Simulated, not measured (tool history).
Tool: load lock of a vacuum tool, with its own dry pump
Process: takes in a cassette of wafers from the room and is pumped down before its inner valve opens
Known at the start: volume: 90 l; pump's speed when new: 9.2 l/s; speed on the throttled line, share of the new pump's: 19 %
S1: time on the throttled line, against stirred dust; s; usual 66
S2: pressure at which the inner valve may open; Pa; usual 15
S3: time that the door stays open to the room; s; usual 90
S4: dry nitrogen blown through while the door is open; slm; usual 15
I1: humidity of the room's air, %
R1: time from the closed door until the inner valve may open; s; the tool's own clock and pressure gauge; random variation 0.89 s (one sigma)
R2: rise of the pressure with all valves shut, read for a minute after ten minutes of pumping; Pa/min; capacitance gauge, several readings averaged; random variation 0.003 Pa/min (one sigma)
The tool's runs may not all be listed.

run 1 day=0.000 | S1=66 S2=15 S3=90 S4=15 | I1=47.2 | R1=150.6 R2=0.040
run 2 day=3.233 | S1=66 S2=11 S3=90 S4=15 | I1=46.8 | R1=154.9 R2=0.043
run 3 day=5.504 | S1=66 S2=11 S3=90 S4=15 | I1=46.8 | R1=155.5 R2=0.034
run 4 day=9.629 | S1=66 S2=15 S3=90 S4=15 | I1=47.4 | R1=151.7 R2=0.041
run 5 day=13.525 | S1=82 S2=15 S3=90 S4=15 | I1=44.2 | R1=163.0 R2=0.037
run 6 day=17.246 | S1=66 S2=15 S3=90 S4=15 | I1=43.8 | R1=152.2 R2=0.038
run 7 day=21.862 | S1=120 S2=15 S3=90 S4=15 | I1=45.7 | R1=193.6 R2=0.043
run 8 day=25.704 | S1=120 S2=15 S3=90 S4=15 | I1=48.8 | R1=192.9 R2=0.041
run 9 day=27.842 | S1=66 S2=15 S3=90 S4=15 | I1=52.3 | R1=153.2 R2=0.044
run 10 day=30.804 | S1=66 S2=15 S3=90 S4=15 | I1=49.1 | R1=151.7 R2=0.041
run 11 day=33.508 | S1=66 S2=15 S3=90 S4=15 | I1=45.4 | R1=151.4 R2=0.041
run 12 day=36.171 | S1=66 S2=15 S3=230 S4=15 | I1=43.3 | R1=152.0 R2=0.063
run 13 day=40.900 | S1=36 S2=15 S3=188 S4=15 | I1=48.3 | R1=129.2 R2=0.063
run 14 day=44.242 | S1=108 S2=19 S3=90 S4=28 | I1=47.5 | R1=182.3 R2=0.036
run 15 day=48.183 | S1=108 S2=19 S3=220 S4=11 | I1=45.5 | R1=184.1 R2=0.074
run 16 day=51.538 | S1=66 S2=21 S3=103 S4=15 | I1=43.4 | R1=149.2 R2=0.040
run 17 day=53.925 | S1=51 S2=12 S3=143 S4=13 | I1=44.7 | R1=143.6 R2=0.054
run 18 day=57.208 | S1=51 S2=12 S3=143 S4=13 | I1=43.4 | R1=144.2 R2=0.054
run 19 day=60.025 | S1=56 S2=15 S3=205 S4=31 | I1=46.7 | R1=145.8 R2=0.049
run 20 day=64.475 | S1=36 S2=24 S3=210 S4=15 | I1=45.5 | R1=123.7 R2=0.065
run 21 day=66.521 | S1=38 S2=17 S3=75 S4=23 | I1=46.9 | R1=130.0 R2=0.038
run 22 day=70.904 | S1=34 S2=15 S3=90 S4=12 | I1=45.0 | R1=129.5 R2=0.047
run 23 day=72.988 | S1=37 S2=15 S3=35 S4=14 | I1=45.4 | R1=131.6 R2=0.032
run 24 day=75.892 | S1=40 S2=17 S3=90 S4=30 | I1=45.6 | R1=133.2 R2=0.046

Forecast each of these 3 alternatives for the next run:
run A day=78.496 | S1=60 S2=15 S3=88 S4=8 | I1=47.6 | R1=? R2=?
run B day=78.496 | S1=57 S2=17 S3=90 S4=30 | I1=48.9 | R1=? R2=?
run C day=78.496 | S1=66 S2=26 S3=125 S4=18 | I1=46.9 | R1=? R2=?

run=A R1=150.4 R2=0.060
run=B R1=146.2 R2=0.043
run=C R1=147.6 R2=0.051
Without the tool's hidden state the same runs would have given:
run=A R1=136.0 R2=0.040
run=B R1=131.9 R2=0.023
run=C R1=134.6 R2=0.031
